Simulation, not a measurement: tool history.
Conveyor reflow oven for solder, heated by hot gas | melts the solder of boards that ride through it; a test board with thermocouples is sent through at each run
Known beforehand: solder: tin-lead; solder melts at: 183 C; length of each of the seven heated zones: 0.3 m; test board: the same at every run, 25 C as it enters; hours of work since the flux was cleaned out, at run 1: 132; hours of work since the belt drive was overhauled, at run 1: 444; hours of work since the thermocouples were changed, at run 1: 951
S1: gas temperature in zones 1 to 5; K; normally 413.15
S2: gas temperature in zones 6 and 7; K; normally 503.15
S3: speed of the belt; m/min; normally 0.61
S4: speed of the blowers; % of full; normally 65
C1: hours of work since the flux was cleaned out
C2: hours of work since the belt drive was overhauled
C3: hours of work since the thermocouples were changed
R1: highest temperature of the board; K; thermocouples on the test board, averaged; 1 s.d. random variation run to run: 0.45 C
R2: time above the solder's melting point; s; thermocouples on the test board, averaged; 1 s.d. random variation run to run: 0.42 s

{"run": 1, "hour": 0.0, "S1": 413.15, "S2": 503.15, "S3": 0.61, "S4": 65, "C1": 132, "C2": 444, "C3": 951, "R1": 482.45, "R2": 37.9}
{"run": 2, "hour": 22.0, "S1": 413.15, "S2": 503.15, "S3": 0.61, "S4": 65, "C1": 142, "C2": 454, "C3": 961, "R1": 482.15, "R2": 37.9}
{"run": 3, "hour": 76.0, "S1": 413.15, "S2": 503.15, "S3": 0.528, "S4": 65, "C1": 167, "C2": 479, "C3": 986, "R1": 486.95, "R2": 48.7}
{"run": 4, "hour": 102.4, "S1": 413.15, "S2": 503.15, "S3": 0.61, "S4": 65, "C1": 179, "C2": 491, "C3": 998, "R1": 481.55, "R2": 36.6}
{"run": 5, "hour": 140.4, "S1": 408.15, "S2": 503.15, "S3": 0.61, "S4": 65, "C1": 197, "C2": 509, "C3": 1016, "R1": 480.35, "R2": 34.9}
{"run": 6, "hour": 179.5, "S1": 413.15, "S2": 503.15, "S3": 0.61, "S4": 65, "C1": 215, "C2": 527, "C3": 1034, "R1": 480.35, "R2": 37.9}
{"run": 7, "hour": 231.5, "S1": 413.15, "S2": 503.15, "S3": 0.61, "S4": 65, "C1": 239, "C2": 551, "C3": 1058, "R1": 481.35, "R2": 37.3}
{"run": 8, "hour": 259.3, "S1": 413.15, "S2": 503.15, "S3": 0.61, "S4": 65, "C1": 251, "C2": 563, "C3": 1071, "R1": 480.65, "R2": 36.5}
{"run": 9, "hour": 300.0, "S1": 413.15, "S2": 503.15, "S3": 0.61, "S4": 65, "C1": 270, "C2": 582, "C3": 1089, "R1": 481.65, "R2": 36.8}
{"hour": 308.3, "done": "belt drive overhauled, speed set with a stopwatch"}
{"run": 10, "hour": 353.9, "S1": 413.15, "S2": 503.15, "S3": 0.709, "S4": 65, "C1": 293, "C2": 21, "C3": 1112, "R1": 474.55, "R2": 24.8}
{"run": 11, "hour": 386.4, "S1": 413.15, "S2": 503.15, "S3": 0.709, "S4": 65, "C1": 308, "C2": 36, "C3": 1127, "R1": 473.45, "R2": 24.4}
{"hour": 420.3, "done": "belt drive overhauled, speed set with a stopwatch, once more"}
{"run": 12, "hour": 438.6, "S1": 413.15, "S2": 503.15, "S3": 0.601, "S4": 65, "C1": 330, "C2": 8, "C3": 1150, "R1": 481.05, "R2": 36.7}
{"run": 13, "hour": 490.1, "S1": 413.15, "S2": 503.15, "S3": 0.61, "S4": 65, "C1": 354, "C2": 32, "C3": 1173, "R1": 479.55, "R2": 34.6}
{"run": 14, "hour": 524.7, "S1": 413.15, "S2": 505.15, "S3": 0.61, "S4": 65, "C1": 370, "C2": 48, "C3": 1189, "R1": 481.15, "R2": 37.3}
{"run": 15, "hour": 576.5, "S1": 413.15, "S2": 503.15, "S3": 0.61, "S4": 65, "C1": 394, "C2": 72, "C3": 1213, "R1": 480.95, "R2": 35.3}
{"run": 16, "hour": 603.0, "S1": 413.15, "S2": 503.15, "S3": 0.61, "S4": 65, "C1": 406, "C2": 84, "C3": 1225, "R1": 479.75, "R2": 35.4}
{"hour": 619.2, "done": "flux residue cleaned out of gas plates and filters"}
{"run": 17, "hour": 647.1, "S1": 413.15, "S2": 503.15, "S3": 0.61, "S4": 65, "C1": 13, "C2": 102, "C3": 1243, "R1": 485.05, "R2": 38.8}
{"run": 18, "hour": 672.4, "S1": 402.15, "S2": 503.15, "S3": 0.649, "S4": 71, "C1": 25, "C2": 114, "C3": 1255, "R1": 479.85, "R2": 31.1}
{"run": 19, "hour": 697.9, "S1": 418.15, "S2": 507.15, "S3": 0.649, "S4": 67, "C1": 36, "C2": 126, "C3": 1267, "R1": 485.95, "R2": 39.9}
{"run": 20, "hour": 732.4, "S1": 418.15, "S2": 507.15, "S3": 0.649, "S4": 67, "C1": 52, "C2": 142, "C3": 1283, "R1": 486.75, "R2": 38.8}
{"hour": 739.7, "done": "thermocouples of zones 6 and 7 changed"}
{"run": 21, "hour": 772.0, "S1": 413.15, "S2": 513.15, "S3": 0.493, "S4": 65, "C1": 70, "C2": 159, "C3": 15, "R1": 495.45, "R2": 58.9}
{"run": 22, "hour": 812.4, "S1": 413.15, "S2": 503.15, "S3": 0.61, "S4": 88, "C1": 88, "C2": 177, "C3": 33, "R1": 484.35, "R2": 40}
{"run": 23, "hour": 843.4, "S1": 413.15, "S2": 503.15, "S3": 0.61, "S4": 88, "C1": 102, "C2": 192, "C3": 48, "R1": 484.45, "R2": 39.9}
{"run": 24, "hour": 895.3, "S1": 427.15, "S2": 502.15, "S3": 0.61, "S4": 81, "C1": 126, "C2": 216, "C3": 72, "R1": 485.15, "R2": 45.8}
{"run": 25, "hour": 921.0, "S1": 427.15, "S2": 492.15, "S3": 0.717, "S4": 81, "C1": 138, "C2": 228, "C3": 84, "R1": 472.05, "R2": 28.3}
{"run": 26, "hour": 946.0, "S1": 421.15, "S2": 494.15, "S3": 0.519, "S4": 58, "C1": 150, "C2": 239, "C3": 95, "R1": 477.75, "R2": 44.4}
{"run": 27, "hour": 981.0, "S1": 406.15, "S2": 503.15, "S3": 0.61, "S4": 65, "C1": 166, "C2": 255, "C3": 111, "R1": 477.75, "R2": 32}
{"run": 28, "hour": 1006.9, "S1": 406.15, "S2": 503.15, "S3": 0.61, "S4": 65, "C1": 178, "C2": 267, "C3": 123, "R1": 477.35, "R2": 31.7}
{"run": 29, "hour": 1047.9, "S1": 413.15, "S2": 501.15, "S3": 0.597, "S4": 75, "C1": 197, "C2": 286, "C3": 142, "R1": 480.95, "R2": 37.4}
{"run": 30, "hour": 1101.5, "S1": 417.15, "S2": 510.15, "S3": 0.61, "S4": 88, "C1": 221, "C2": 311, "C3": 167, "R1": 490.25, "R2": 45.2}
{"run": 31, "hour": 1140.4, "S1": 417.15, "S2": 510.15, "S3": 0.61, "S4": 88, "C1": 239, "C2": 329, "C3": 185, "R1": 489.45, "R2": 45.2}

3 ways to go on from here, each from the tool as it stands after run 31. What would each give?
{"run": "A", "hour": 1189.5, "S1": 417.15, "S2": 501.15, "S3": 0.61, "S4": 76, "C1": 262, "C2": 351, "C3": 207, "R1": "?", "R2": "?"}
{"run": "B", "hour": 1189.5, "S1": 418.15, "S2": 510.15, "S3": 0.65, "S4": 53, "C1": 262, "C2": 351, "C3": 207, "R1": "?", "R2": "?"}
{"run": "C", "hour": 1189.5, "S1": 413.15, "S2": 512.15, "S3": 0.61, "S4": 55, "C1": 262, "C2": 351, "C3": 207, "R1": "?", "R2": "?"}

run=A R1=480.55 R2=38
run=B R1=478.85 R2=33.2
run=C R1=483.65 R2=37.5
With the hidden condition removed and each run's random variation left untouched, the same runs would have given:
run=A R1=482.15 R2=39.5
run=B R1=480.55 R2=34.8
run=C R1=485.35 R2=38.9
